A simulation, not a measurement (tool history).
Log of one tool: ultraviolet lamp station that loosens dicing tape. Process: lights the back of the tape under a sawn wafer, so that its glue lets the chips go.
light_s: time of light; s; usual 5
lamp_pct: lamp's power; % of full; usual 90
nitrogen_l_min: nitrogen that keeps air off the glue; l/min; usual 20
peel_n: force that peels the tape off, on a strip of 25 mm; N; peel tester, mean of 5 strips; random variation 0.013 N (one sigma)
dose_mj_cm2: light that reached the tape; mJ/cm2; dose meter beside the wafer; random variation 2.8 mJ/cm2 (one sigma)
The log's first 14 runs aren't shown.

run	hour	light_s	lamp_pct	nitrogen_l_min	peel_n	dose_mj_cm2
15	192.6	9	90	9	0.405	640
16	210.2	9	90	9	0.413	643
17	228.1	9	90	9	0.416	642
18	237.7	9	70	9	0.725	492
19	250.3	7	74	21	0.543	404
20	263.3	3	73	21	2.195	171
21	273.4	3	73	21	2.117	173
22	287	3	63	29	2.287	147
23	305.2	3	80	32	1.736	185
24	319.9	6	61	17	1.249	282
25	331	8	61	17	0.753	378
26	342.1	8	61	17	0.773	378
27	356.8	8	61	17	0.759	374
28	367.4	8	61	15	0.874	374
29	386.2	8	61	15	0.863	369
30	395.8	8	61	15	0.859	367
31	406.7	8	61	15	0.85	368
32	416.8	8	96	24	0.237	580
33	434.5	8	96	24	0.229	573
34	446.6	8	96	24	0.244	575
35	461.4	8	96	24	0.254	573
36	469.6	8	96	24	0.244	575

3 ways to go on from here, each from the tool as it stands after run 36. What would each give?
A	485.2	4	62	14	?	?
B	485.2	5	68	20	?	?
C	485.2	5	67	7	?	?

run	peel_n	dose_mj_cm2
A	2.295	184
B	1.324	251
C	2.247	248
Without the tool's hidden state the same runs would have given:
run	peel_n	dose_mj_cm2
A	1.874	222
B	0.98	303
C	1.821	300

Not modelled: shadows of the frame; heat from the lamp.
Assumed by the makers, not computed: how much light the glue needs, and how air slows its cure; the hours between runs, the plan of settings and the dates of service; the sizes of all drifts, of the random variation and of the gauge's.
